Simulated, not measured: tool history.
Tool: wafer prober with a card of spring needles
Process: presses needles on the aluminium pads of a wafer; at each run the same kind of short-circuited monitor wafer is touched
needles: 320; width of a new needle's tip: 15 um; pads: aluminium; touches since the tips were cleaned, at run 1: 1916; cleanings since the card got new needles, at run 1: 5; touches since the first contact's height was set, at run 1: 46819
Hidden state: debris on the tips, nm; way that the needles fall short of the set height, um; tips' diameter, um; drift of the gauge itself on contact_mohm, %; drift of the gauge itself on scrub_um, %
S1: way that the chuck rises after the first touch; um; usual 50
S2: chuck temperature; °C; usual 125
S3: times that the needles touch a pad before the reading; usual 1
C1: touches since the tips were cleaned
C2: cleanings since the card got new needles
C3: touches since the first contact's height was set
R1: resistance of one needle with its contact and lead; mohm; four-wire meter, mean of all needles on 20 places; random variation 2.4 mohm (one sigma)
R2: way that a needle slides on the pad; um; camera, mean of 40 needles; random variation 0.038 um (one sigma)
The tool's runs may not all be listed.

Run 1, hour 0.0: usual settings; C1 1916; C2 5; C3 46819. Result: R1 281 mohm, R2 13.20 um.
Run 2, hour 26.8: usual settings; C1 6622; C2 5; C3 51525. Result: R1 283 mohm, R2 13.21 um.
At hour 37.4: tips cleaned on abrasive film.
Run 3, hour 56.5: usual settings; C1 3354; C2 6; C3 56714. Result: R1 277 mohm, R2 13.20 um.
Run 4, hour 72.7: usual settings but S1 56 um; C1 6193; C2 6; C3 59553. Result: R1 282 mohm, R2 14.83 um.
At hour 85.4: tips cleaned on abrasive film.
Run 5, hour 87.9: usual settings but S1 56 um, S2 34 °C; C1 426; C2 7; C3 62199. Result: R1 254 mohm, R2 14.77 um.
Run 6, hour 105.4: usual settings; C1 3507; C2 7; C3 65280. Result: R1 276 mohm, R2 13.22 um.
Run 7, hour 123.8: usual settings; C1 6734; C2 7; C3 68507. Result: R1 278 mohm, R2 13.22 um.
At hour 133.3: tips cleaned on abrasive film.
Run 8, hour 153.4: usual settings; C1 3537; C2 8; C3 73688. Result: R1 278 mohm, R2 13.24 um.
Run 9, hour 180.2: usual settings but S1 61 um; C1 8229; C2 8; C3 78380. Result: R1 279 mohm, R2 16.11 um.
At hour 182.2: tips cleaned on abrasive film.
Run 10, hour 200.4: usual settings but S1 58 um, S2 83 °C; C1 3194; C2 9; C3 81912. Result: R1 265 mohm, R2 15.30 um.
Run 11, hour 226.7: usual settings but S1 58 um, S2 83 °C; C1 7810; C2 9; C3 86528. Result: R1 270 mohm, R2 15.42 um.
At hour 230.8: tips cleaned on abrasive film.
Run 12, hour 250.1: usual settings but S1 58 um, S2 83 °C; C1 3400; C2 10; C3 90621. Result: R1 266 mohm, R2 15.39 um.
Run 13, hour 272.4: usual settings but S1 58 um, S2 29 °C; C1 7307; C2 10; C3 94528. Result: R1 250 mohm, R2 15.25 um.
At hour 280.1: tips cleaned on abrasive film.
Run 14, hour 301.7: usual settings but S1 58 um, S2 29 °C; C1 3786; C2 11; C3 99653. Result: R1 254 mohm, R2 15.31 um.

5 ways to go on from here, each from the tool as it stands after run 14. What would each give?
At hour 328.5: tips cleaned on abrasive film.
Run A, hour 328.5: usual settings but S1 39 um, S2 29 °C, S3 3; C1 0; C2 12; C3 104334. Result: R1 ?, R2 ?.
At hour 328.5: tips cleaned on abrasive film.
Run B, hour 328.5: usual settings but S1 39 um, S2 56 °C; C1 0; C2 12; C3 104334. Result: R1 ?, R2 ?.
At hour 328.5: tips cleaned on abrasive film.
Run C, hour 328.5: usual settings but S2 52 °C; C1 0; C2 12; C3 104334. Result: R1 ?, R2 ?.
At hour 328.5: tips cleaned on abrasive film.
Run D, hour 328.5: usual settings but S1 63 um, S2 26 °C; C1 0; C2 12; C3 104334. Result: R1 ?, R2 ?.
At hour 328.5: tips cleaned on abrasive film.
Run E, hour 328.5: usual settings but S1 42 um, S2 32 °C, S3 2; C1 0; C2 12; C3 104334. Result: R1 ?, R2 ?.

run   R1     R2
  A  256  10.29
  B  262  10.29
  C  261  13.17
  D  247  16.64
  E  255  11.09
Without the tool's hidden state the same runs would have given:
run   R1     R2
  A  256  10.30
  B  262  10.30
  C  261  13.18
  D  247  16.65
  E  255  11.10

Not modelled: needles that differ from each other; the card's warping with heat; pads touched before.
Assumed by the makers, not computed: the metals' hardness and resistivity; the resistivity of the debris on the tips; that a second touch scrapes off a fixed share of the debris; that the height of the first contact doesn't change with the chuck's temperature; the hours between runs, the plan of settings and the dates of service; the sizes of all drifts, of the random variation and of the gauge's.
